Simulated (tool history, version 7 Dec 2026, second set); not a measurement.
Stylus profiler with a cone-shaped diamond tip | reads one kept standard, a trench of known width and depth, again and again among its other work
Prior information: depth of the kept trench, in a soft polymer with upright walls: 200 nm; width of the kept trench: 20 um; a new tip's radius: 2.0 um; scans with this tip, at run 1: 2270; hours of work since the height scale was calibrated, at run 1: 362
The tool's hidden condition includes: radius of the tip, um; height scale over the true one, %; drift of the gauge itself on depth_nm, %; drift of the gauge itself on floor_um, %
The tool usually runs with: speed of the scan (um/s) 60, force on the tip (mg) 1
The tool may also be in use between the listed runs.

run   hour  speed of the scan (um/s)  force on the tip (mg)  scans with this tip  hours of work since the height scale was calibrated  depth of the trench (Å)  width of the trench's floor (nm)
  1      0                        60                      1                 2270                                                  362                   2015.2                             17910
  2   29.5                        60                      1                 2355                                                  375                   2014.2                             17910
  3   52.4                        60                   2.18                 2422                                                  386                   2025.4                             18010
  4   69.4                        60                   2.18                 2470                                                  393                   2023.9                             17970
  5   84.7                        60                      1                 2515                                                  400                   2015.1                             17910
  6  119.1                        60                      1                 2614                                                  416                   2016.9                             17850
  7  135.4                        60                      1                 2661                                                  424                   2013.3                             17940
  8  154.1                        60                      1                 2714                                                  432                     2014                             17900
  9  174.1                        60                      1                 2772                                                  442                   2016.7                             17890
 10  196.1                        60                      1                 2835                                                  452                   2016.7                             17900
 11  231.2                       134                   1.59                 2937                                                  468                   2020.9                             17730
 12  254.8                        83                   0.83                 3005                                                  479                   2013.9                             17770
 13  272.8                        83                   1.64                 3057                                                  487                   2022.5                             17870
 14    291                        32                    2.1                 3109                                                  495                   2024.7                             18050
 15  310.5                        57                   0.34                 3165                                                  504                   2012.3                             17730
 16    330                        54                   0.54                 3221                                                  513                   2012.3                             17790
 17  346.2                        54                   0.54                 3268                                                  520                   2011.2                             17890
 18  380.6                        54                   1.97                 3367                                                  536                   2024.6                             17930
 19  410.9                       209                   0.56                 3455                                                  550                   2013.9                             16970

Measured result minus the same run's result without the hidden state. Both carry the same run-to-run variation, though not necessarily the same gauge scatter:
run  depth of the trench (Å)  width of the trench's floor (nm)
  1                     +2.8                              -110
  2                     +2.9                              -110
  3                     +3.1                              -110
  4                     +3.1                              -120
  5                     +3.2                              -130
  6                     +3.3                              -130
  7                     +3.4                              -140
  8                     +3.5                              -130
  9                     +3.6                              -140
 10                     +3.7                              -140
 11                     +3.8                              -150
 12                       +4                              -150
 13                     +4.1                              -160
 14                     +4.2                              -160
 15                     +4.2                              -160
 16                     +4.3                              -160
 17                     +4.4                              -160
 18                     +4.6                              -170
 19                     +4.8                              -180
